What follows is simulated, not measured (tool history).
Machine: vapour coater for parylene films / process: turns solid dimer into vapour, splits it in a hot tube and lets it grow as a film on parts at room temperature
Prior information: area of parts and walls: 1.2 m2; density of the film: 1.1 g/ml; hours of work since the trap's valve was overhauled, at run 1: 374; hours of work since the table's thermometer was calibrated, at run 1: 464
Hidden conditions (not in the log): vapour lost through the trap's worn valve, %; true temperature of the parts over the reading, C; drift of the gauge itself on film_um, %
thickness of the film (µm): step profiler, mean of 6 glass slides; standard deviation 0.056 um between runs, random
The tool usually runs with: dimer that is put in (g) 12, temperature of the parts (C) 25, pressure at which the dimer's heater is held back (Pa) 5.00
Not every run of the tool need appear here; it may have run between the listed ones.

run,hour,dimer that is put in (g),temperature of the parts (C),pressure at which the dimer's heater is held back (Pa),hours of work since the trap's valve was overhauled,hours of work since the table's thermometer was calibrated,thickness of the film (µm)
1,0.0,12,25,5.00,374,464,6.61
2,62.0,12,25,5.78,407,497,6.50
3,109.9,12,25,5.78,432,522,6.37
4,195.3,12,25,5.78,477,567,6.37
5,245.2,12,25,5.78,503,594,6.38
6,300.4,12,25,5.00,533,623,6.50
7,345.0,12,25,5.00,556,646,6.57
8,408.0,12,25,4.23,589,680,6.76
9,468.9,12,25,4.23,621,712,6.75
10,523.9,12,34,4.23,650,741,5.16
# hour 582.0: trap's valve overhauled
11,582.4,11,34,4.23,0,769,4.70
12,633.3,11,34,4.23,27,796,4.69
13,696.7,12,34,5.00,61,830,4.95
14,766.2,12,34,5.00,97,866,5.00
15,828.3,12,34,5.00,130,899,5.05
16,896.8,12,34,5.00,166,935,4.95
# hour 922.7: table's thermometer calibrated
17,948.2,12,25,5.80,193,13,6.42
18,1000.7,12,25,5.80,220,41,6.36
19,1082.7,22,25,5.80,264,84,11.72
20,1150.1,22,25,5.80,299,120,11.72
21,1230.9,22,25,5.80,342,163,11.70
22,1297.5,22,25,5.80,377,198,11.61
23,1378.5,12,25,5.00,420,240,6.55
24,1464.4,12,25,5.00,465,286,6.57
25,1510.4,9,27,5.93,489,310,4.51
26,1583.6,9,27,5.93,528,349,4.47
27,1658.8,9,29,4.22,567,388,4.50
28,1711.8,9,29,4.22,595,416,4.50
29,1773.4,12,22,7.01,628,449,6.73
30,1853.9,12,22,7.01,670,491,6.70
# hour 1872.5: trap's valve overhauled
31,1946.8,12,22,7.01,39,538,6.84
32,2011.3,12,22,7.01,73,572,6.77
33,2053.6,12,36,11.07,96,594,3.98
34,2126.8,12,36,11.07,134,633,3.88
35,2174.8,18,28,2.72,159,658,10.12
36,2253.2,18,28,2.72,201,700,10.21
37,2315.6,15,30,2.65,234,733,8.09
38,2378.6,16,26,2.71,267,766,9.79
39,2418.0,12,21,2.91,288,787,8.31
40,2455.9,12,21,2.91,308,807,8.31
41,2541.0,7,21,2.30,353,851,5.13
42,2599.4,7,20,4.47,383,882,4.62
43,2640.4,12,20,5.83,405,904,7.46
44,2704.3,7,37,4.37,439,938,2.68
# hour 2722.8: table's thermometer calibrated
45,2769.4,7,37,4.37,473,25,2.70

What if the next run were any one of these 3? Each begins from the tool's condition after run 45:
A,2836.8,14,25,9.20,508,60,?
B,2836.8,21,22,4.37,508,60,?
C,2836.8,9,25,5.47,508,60,?

run,thickness of the film (µm)
A,6.62
B,12.95
C,4.83
Had the tool no hidden state, the same runs would have come out as:
run,thickness of the film (µm)
A,6.64
B,12.98
C,4.84
